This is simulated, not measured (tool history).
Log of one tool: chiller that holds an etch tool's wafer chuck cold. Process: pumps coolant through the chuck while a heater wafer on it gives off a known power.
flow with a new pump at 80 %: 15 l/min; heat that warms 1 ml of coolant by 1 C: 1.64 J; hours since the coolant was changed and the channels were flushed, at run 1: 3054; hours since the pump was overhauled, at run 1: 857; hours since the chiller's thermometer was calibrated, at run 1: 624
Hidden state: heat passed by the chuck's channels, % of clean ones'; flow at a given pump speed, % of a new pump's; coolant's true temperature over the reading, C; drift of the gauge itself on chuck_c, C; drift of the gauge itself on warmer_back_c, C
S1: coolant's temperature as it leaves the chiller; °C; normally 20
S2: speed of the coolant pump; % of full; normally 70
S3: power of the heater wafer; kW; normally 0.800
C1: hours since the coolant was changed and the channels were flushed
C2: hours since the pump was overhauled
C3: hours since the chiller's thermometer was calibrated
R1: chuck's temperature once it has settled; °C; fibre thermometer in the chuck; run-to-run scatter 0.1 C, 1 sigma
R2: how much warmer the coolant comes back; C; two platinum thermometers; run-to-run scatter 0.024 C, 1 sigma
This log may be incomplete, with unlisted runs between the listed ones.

{"run": 1, "hour": 0.0, "S1": 20, "S2": 70, "S3": 0.8, "C1": 3054, "C2": 857, "C3": 624, "R1": 28.4, "R2": 2.3}
{"run": 2, "hour": 38.3, "S1": 20, "S2": 70, "S3": 0.8, "C1": 3092, "C2": 895, "C3": 662, "R1": 28.4, "R2": 2.28}
{"run": 3, "hour": 74.2, "S1": 20, "S2": 70, "S3": 0.865, "C1": 3128, "C2": 931, "C3": 698, "R1": 29.3, "R2": 2.45}
{"run": 4, "hour": 133.0, "S1": 20, "S2": 70, "S3": 1.098, "C1": 3187, "C2": 990, "C3": 757, "R1": 31.6, "R2": 3.05}
{"run": 5, "hour": 164.9, "S1": 20, "S2": 70, "S3": 1.098, "C1": 3219, "C2": 1022, "C3": 789, "R1": 31.7, "R2": 3.06}
{"run": 6, "hour": 206.7, "S1": 20, "S2": 70, "S3": 1.098, "C1": 3260, "C2": 1064, "C3": 830, "R1": 31.7, "R2": 3.12}
{"run": 7, "hour": 233.2, "S1": 14, "S2": 70, "S3": 0.8, "C1": 3287, "C2": 1090, "C3": 857, "R1": 22.4, "R2": 2.31}
{"run": 8, "hour": 274.0, "S1": 20, "S2": 70, "S3": 0.8, "C1": 3328, "C2": 1131, "C3": 898, "R1": 28.7, "R2": 2.24}
{"run": 9, "hour": 328.1, "S1": 20, "S2": 70, "S3": 0.8, "C1": 3382, "C2": 1185, "C3": 952, "R1": 28.5, "R2": 2.25}
{"run": 10, "hour": 375.0, "S1": 20, "S2": 70, "S3": 0.8, "C1": 3429, "C2": 1232, "C3": 999, "R1": 28.5, "R2": 2.29}
{"run": 11, "hour": 432.8, "S1": 20, "S2": 70, "S3": 0.8, "C1": 3487, "C2": 1290, "C3": 1056, "R1": 28.5, "R2": 2.23}
{"run": 12, "hour": 474.8, "S1": 20, "S2": 70, "S3": 0.8, "C1": 3529, "C2": 1332, "C3": 1098, "R1": 28.7, "R2": 2.26}
{"run": 13, "hour": 513.7, "S1": 20, "S2": 67, "S3": 0.8, "C1": 3567, "C2": 1371, "C3": 1137, "R1": 29.0, "R2": 2.41}
{"run": 14, "hour": 551.3, "S1": 20, "S2": 67, "S3": 0.8, "C1": 3605, "C2": 1408, "C3": 1175, "R1": 28.9, "R2": 2.36}
{"run": 15, "hour": 588.8, "S1": 20, "S2": 67, "S3": 0.8, "C1": 3643, "C2": 1446, "C3": 1212, "R1": 29.0, "R2": 2.39}
{"run": 16, "hour": 629.7, "S1": 20, "S2": 67, "S3": 0.8, "C1": 3683, "C2": 1487, "C3": 1253, "R1": 29.0, "R2": 2.39}
{"run": 17, "hour": 658.4, "S1": 17, "S2": 70, "S3": 0.8, "C1": 3712, "C2": 1515, "C3": 1282, "R1": 25.7, "R2": 2.32}
{"run": 18, "hour": 700.0, "S1": 17, "S2": 70, "S3": 0.8, "C1": 3754, "C2": 1557, "C3": 1324, "R1": 25.7, "R2": 2.24}
{"run": 19, "hour": 754.0, "S1": 18, "S2": 91, "S3": 0.871, "C1": 3808, "C2": 1611, "C3": 1378, "R1": 25.5, "R2": 1.9}
{"run": 20, "hour": 807.2, "S1": 16, "S2": 84, "S3": 0.8, "C1": 3861, "C2": 1664, "C3": 1431, "R1": 23.6, "R2": 1.9}
{"run": 21, "hour": 837.3, "S1": 16, "S2": 98, "S3": 0.646, "C1": 3891, "C2": 1694, "C3": 1461, "R1": 21.3, "R2": 1.28}
{"run": 22, "hour": 890.4, "S1": 20, "S2": 67, "S3": 1.158, "C1": 3944, "C2": 1747, "C3": 1514, "R1": 33.0, "R2": 3.41}
{"run": 23, "hour": 936.2, "S1": 15, "S2": 70, "S3": 0.657, "C1": 3990, "C2": 1793, "C3": 1560, "R1": 22.2, "R2": 1.88}
{"run": 24, "hour": 960.8, "S1": 20, "S2": 91, "S3": 0.8, "C1": 4015, "C2": 1818, "C3": 1584, "R1": 27.0, "R2": 1.71}
{"run": 25, "hour": 1016.4, "S1": 20, "S2": 91, "S3": 0.8, "C1": 4070, "C2": 1873, "C3": 1640, "R1": 27.1, "R2": 1.71}
{"run": 26, "hour": 1057.1, "S1": 20, "S2": 91, "S3": 0.8, "C1": 4111, "C2": 1914, "C3": 1681, "R1": 27.0, "R2": 1.78}
{"run": 27, "hour": 1101.3, "S1": 20, "S2": 91, "S3": 0.8, "C1": 4155, "C2": 1958, "C3": 1725, "R1": 27.0, "R2": 1.77}
{"run": 28, "hour": 1143.6, "S1": 20, "S2": 91, "S3": 0.8, "C1": 4197, "C2": 2001, "C3": 1767, "R1": 27.1, "R2": 1.74}
{"run": 29, "hour": 1173.9, "S1": 18, "S2": 71, "S3": 0.754, "C1": 4228, "C2": 2031, "C3": 1798, "R1": 26.1, "R2": 2.13}
{"run": 30, "hour": 1215.2, "S1": 24, "S2": 96, "S3": 0.8, "C1": 4269, "C2": 2072, "C3": 1839, "R1": 30.6, "R2": 1.67}
{"run": 31, "hour": 1269.7, "S1": 24, "S2": 96, "S3": 0.8, "C1": 4323, "C2": 2127, "C3": 1893, "R1": 30.8, "R2": 1.64}

Some steps in R1, run to run, broken into two amounts with sign: the step expected even without the hidden condition (settings, incoming material, random variation), and the rest, left for the hidden condition together with whatever gauge scatter is not in both the measured and the hidden-condition-free result:
Run 3 -> 4: S3 0.865 -> 1.098. R1 +2.3 °C: hidden state +0.3, all else +2.0.
Run 6 -> 7: S1 20 -> 14, S3 1.098 -> 0.800. R1 -9.3 °C: hidden state -0.3, all else -9.0.
Run 21 -> 22: S1 16 -> 20, S2 98 -> 67, S3 0.646 -> 1.158. R1 +11.7 °C: hidden state +0.7, all else +11.0.
Run 22 -> 23: S1 20 -> 15, S2 67 -> 70, S3 1.158 -> 0.657. R1 -10.8 °C: hidden state -0.6, all else -10.2.
